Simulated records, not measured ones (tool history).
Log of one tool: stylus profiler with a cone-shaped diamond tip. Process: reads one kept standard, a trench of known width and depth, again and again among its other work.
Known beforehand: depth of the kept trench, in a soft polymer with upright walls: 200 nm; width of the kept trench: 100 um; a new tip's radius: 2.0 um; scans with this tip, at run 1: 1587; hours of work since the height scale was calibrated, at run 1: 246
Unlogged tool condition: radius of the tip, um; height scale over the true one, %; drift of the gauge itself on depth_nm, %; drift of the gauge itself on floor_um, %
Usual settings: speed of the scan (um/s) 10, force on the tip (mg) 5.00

run,hour,speed of the scan (um/s),force on the tip (mg),scans with this tip,hours of work since the height scale was calibrated,depth of the trench (angstrom),width of the trench's floor (µm)
1,0.0,10,5.00,1587,246,2041.7,98.20
2,10.3,10,5.00,1630,253,2040.0,98.22
3,24.7,10,2.31,1689,262,2025.4,98.16
4,35.1,10,11.26,1731,269,2072.6,98.19
5,52.8,10,11.26,1804,280,2070.9,98.25
6,64.9,10,11.26,1854,288,2071.0,98.21
7,72.8,38,3.80,1886,293,2035.3,98.09
8,82.7,10,2.86,1927,299,2028.0,98.20
9,93.1,10,3.85,1970,306,2036.4,98.16
10,108.3,2,11.02,2033,316,2070.4,98.16

4 ways to go on from here, each from the tool as it stands after run 10. What would each give?
A,117.4,17,5.00,2070,321,?,?
B,117.4,5,1.77,2070,321,?,?
C,117.4,19,10.29,2070,321,?,?
D,117.4,8,10.14,2070,321,?,?

run,depth of the trench (angstrom),width of the trench's floor (µm)
A,2041.5,98.18
B,2022.1,98.20
C,2067.4,98.20
D,2065.7,98.17
The same runs, with their run-to-run variation unchanged, on a tool lacking any hidden condition would have given:
run,depth of the trench (angstrom),width of the trench's floor (µm)
A,2040.0,98.24
B,2020.6,98.26
C,2065.8,98.26
D,2064.1,98.23
